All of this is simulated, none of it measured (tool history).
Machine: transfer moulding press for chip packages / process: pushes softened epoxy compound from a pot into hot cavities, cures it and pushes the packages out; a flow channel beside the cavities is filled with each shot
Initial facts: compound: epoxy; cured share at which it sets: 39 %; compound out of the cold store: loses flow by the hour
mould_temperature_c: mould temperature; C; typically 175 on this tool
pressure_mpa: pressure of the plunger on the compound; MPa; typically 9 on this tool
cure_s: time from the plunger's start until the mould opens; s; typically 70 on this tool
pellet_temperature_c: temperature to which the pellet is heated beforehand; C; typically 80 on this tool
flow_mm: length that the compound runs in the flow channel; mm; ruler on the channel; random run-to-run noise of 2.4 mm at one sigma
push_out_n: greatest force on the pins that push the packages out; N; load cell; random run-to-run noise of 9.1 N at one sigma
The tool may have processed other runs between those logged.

run,hour,mould_temperature_c,pressure_mpa,cure_s,pellet_temperature_c,incoming compound's hours out of the cold store,flow_mm,push_out_n
1,0,175,9,70,80,24.8,570,411
# hour 35: cavities cleaned with cleaning compound and waxed
2,64.5,175,9,70,80,46.9,528,412
# hour 72: cavities cleaned with cleaning compound and waxed
3,100.5,175,9,70,80,16.8,590,412
# hour 105.8: cavities cleaned with cleaning compound and waxed
4,130.5,175,9,70,80,43.1,534,411
# hour 141: cavities cleaned with cleaning compound and waxed
# hour 175.7: cavities cleaned with cleaning compound and waxed
5,198.4,175,9,53,80,19.6,580,795
# hour 210: cavities cleaned with cleaning compound and waxed
6,236.7,175,9,53,80,45.2,534,699
# hour 244.2: cavities cleaned with cleaning compound and waxed
# hour 263.2: plunger's sealing rings changed
# hour 282.3: cavities cleaned with cleaning compound and waxed
7,301.8,175,9,70,80,9.9,604,421
# hour 317.9: cavities cleaned with cleaning compound and waxed
# hour 351.2: cavities cleaned with cleaning compound and waxed
8,358.9,175,9,70,80,34.5,551,399
# hour 385.2: cavities cleaned with cleaning compound and waxed
# hour 418.7: cavities cleaned with cleaning compound and waxed
9,418.7,175,9,70,80,23.2,571,413
# hour 432.2: mould's thermocouples calibrated
# hour 453.9: cavities cleaned with cleaning compound and waxed
10,454.6,175,9,70,80,40.2,546,392
# hour 490.3: cavities cleaned with cleaning compound and waxed
11,494.2,175,9,70,80,25.7,570,415
# hour 525.6: cavities cleaned with cleaning compound and waxed
# hour 559.5: cavities cleaned with cleaning compound and waxed
12,559.5,175,9,70,80,42.1,535,409
13,590.8,175,9,82,80,39.2,540,352
# hour 598.3: cavities cleaned with cleaning compound and waxed
# hour 634: cavities cleaned with cleaning compound and waxed
14,636.5,171,9.11,68,89,16.2,594,525
# hour 669.1: cavities cleaned with cleaning compound and waxed
15,691.7,171,9.11,68,89,33.6,560,516
# hour 705: cavities cleaned with cleaning compound and waxed
# hour 739.8: cavities cleaned with cleaning compound and waxed
16,747.1,171,9.11,68,89,37.2,554,510
# hour 775.8: cavities cleaned with cleaning compound and waxed
17,800.8,175,8.02,90,83,38.6,514,330
# hour 812.8: cavities cleaned with cleaning compound and waxed
# hour 825.8: plunger's sealing rings changed
# hour 849.3: cavities cleaned with cleaning compound and waxed
18,866.9,175,8.02,90,83,24.8,539,352
# hour 885.6: cavities cleaned with cleaning compound and waxed
19,909.6,180,7.23,90,83,38.2,480,336
# hour 922.2: cavities cleaned with cleaning compound and waxed
# hour 957.5: cavities cleaned with cleaning compound and waxed
20,963.3,180,7.23,90,83,36.1,485,343
# hour 992.3: cavities cleaned with cleaning compound and waxed
21,1002.8,180,9,103,81,21.1,571,332
# hour 1028.5: cavities cleaned with cleaning compound and waxed
22,1058.6,180,9,103,81,23.1,565,336
# hour 1063.6: cavities cleaned with cleaning compound and waxed
# hour 1100.4: cavities cleaned with cleaning compound and waxed
23,1102.8,183,7.8,60,80,17.2,531,390
# hour 1138: cavities cleaned with cleaning compound and waxed
24,1149.2,178,9,70,80,14.6,589,370
# hour 1175.8: cavities cleaned with cleaning compound and waxed
25,1191,178,9.21,85,80,12.6,595,328
# hour 1213.2: cavities cleaned with cleaning compound and waxed
26,1226.2,178,9.21,85,80,19,586,331

Per-run results on a tool with no hidden state, each run keeping its own random variation:
What the log doesn't record here: true mould temperature over the reading, C; pressure that reaches the compound, % of what is set; grip of the stained cavities, % over clean ones'; drift of the gauge itself on flow_mm, %; drift of the gauge itself on push_out_n, %.
run,push_out_n
1,410
2,407
3,407
4,406
5,785
6,690
7,416
8,397
9,412
10,392
11,414
12,409
13,348
14,524
15,510
16,508
17,327
18,349
19,332
20,342
21,331
22,332
23,390
24,368
25,326
26,329
flow_mm without the hidden state stays within 1 mm of what was measured, in all runs.
